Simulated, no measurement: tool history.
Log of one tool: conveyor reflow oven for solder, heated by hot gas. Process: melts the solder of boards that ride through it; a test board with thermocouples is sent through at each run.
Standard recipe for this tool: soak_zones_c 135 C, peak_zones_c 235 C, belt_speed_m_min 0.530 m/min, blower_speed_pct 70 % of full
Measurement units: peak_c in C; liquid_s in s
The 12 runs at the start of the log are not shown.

Run 13, hour 315.7: usual settings but soak_zones_c 132 C. Result: peak_c 212.8 C, liquid_s 60.2 s.
Run 14, hour 332.2: usual settings but soak_zones_c 132 C. Result: peak_c 212.5 C, liquid_s 60.2 s.
At hour 350.4: flux residue cleaned out of gas plates and filters, once more.
Run 15, hour 353.7: usual settings but soak_zones_c 132 C. Result: peak_c 216.0 C, liquid_s 65.6 s.
Run 16, hour 371.6: usual settings but soak_zones_c 132 C. Result: peak_c 216.5 C, liquid_s 66.1 s.
Run 17, hour 385.7: usual settings but soak_zones_c 126 C, belt_speed_m_min 0.582 m/min, blower_speed_pct 64 % of full. Result: peak_c 210.9 C, liquid_s 51.0 s.
Run 18, hour 410.6: usual settings but soak_zones_c 126 C, belt_speed_m_min 0.582 m/min, blower_speed_pct 64 % of full. Result: peak_c 210.1 C, liquid_s 50.8 s.
Run 19, hour 426.0: usual settings but soak_zones_c 131 C, peak_zones_c 227 C, belt_speed_m_min 0.545 m/min, blower_speed_pct 75 % of full. Result: peak_c 210.5 C, liquid_s 55.6 s.
Run 20, hour 446.5: usual settings but soak_zones_c 146 C, peak_zones_c 246 C, belt_speed_m_min 0.469 m/min, blower_speed_pct 63 % of full. Result: peak_c 230.0 C, liquid_s 94.3 s.
Run 21, hour 472.4: usual settings but soak_zones_c 146 C, peak_zones_c 246 C, belt_speed_m_min 0.469 m/min, blower_speed_pct 63 % of full. Result: peak_c 230.9 C, liquid_s 93.9 s.
Run 22, hour 488.8: usual settings but soak_zones_c 146 C, peak_zones_c 246 C, belt_speed_m_min 0.469 m/min, blower_speed_pct 63 % of full. Result: peak_c 230.3 C, liquid_s 93.1 s.
Run 23, hour 507.5: usual settings but soak_zones_c 146 C, peak_zones_c 246 C, belt_speed_m_min 0.469 m/min, blower_speed_pct 63 % of full. Result: peak_c 229.2 C, liquid_s 94.5 s.
Run 24, hour 526.7: usual settings but soak_zones_c 127 C, peak_zones_c 225 C, belt_speed_m_min 0.554 m/min, blower_speed_pct 73 % of full. Result: peak_c 204.6 C, liquid_s 49.2 s.
Run 25, hour 551.3: usual settings but peak_zones_c 232 C. Result: peak_c 213.1 C, liquid_s 64.4 s.
Run 26, hour 568.8: usual settings but peak_zones_c 232 C. Result: peak_c 214.0 C, liquid_s 64.5 s.
Run 27, hour 597.3: usual settings but peak_zones_c 232 C. Result: peak_c 213.0 C, liquid_s 63.9 s.
Run 28, hour 616.1: usual settings but peak_zones_c 232 C. Result: peak_c 213.3 C, liquid_s 62.5 s.
Run 29, hour 636.0: usual settings but soak_zones_c 124 C, peak_zones_c 241 C, belt_speed_m_min 0.618 m/min, blower_speed_pct 56 % of full. Result: peak_c 208.0 C, liquid_s 44.0 s.

What does the tool deliver on the next run?
Run 30, hour 652.6: usual settings but soak_zones_c 124 C, peak_zones_c 241 C, belt_speed_m_min 0.618 m/min, blower_speed_pct 56 % of full. Result: peak_c ?, liquid_s ?.

{"run 30": {"peak_c": 208.3, "liquid_s": 43.8}}
Minus the tool's unlogged condition, the same run would have read peak_c 210.8 C, liquid_s 45.8 s.
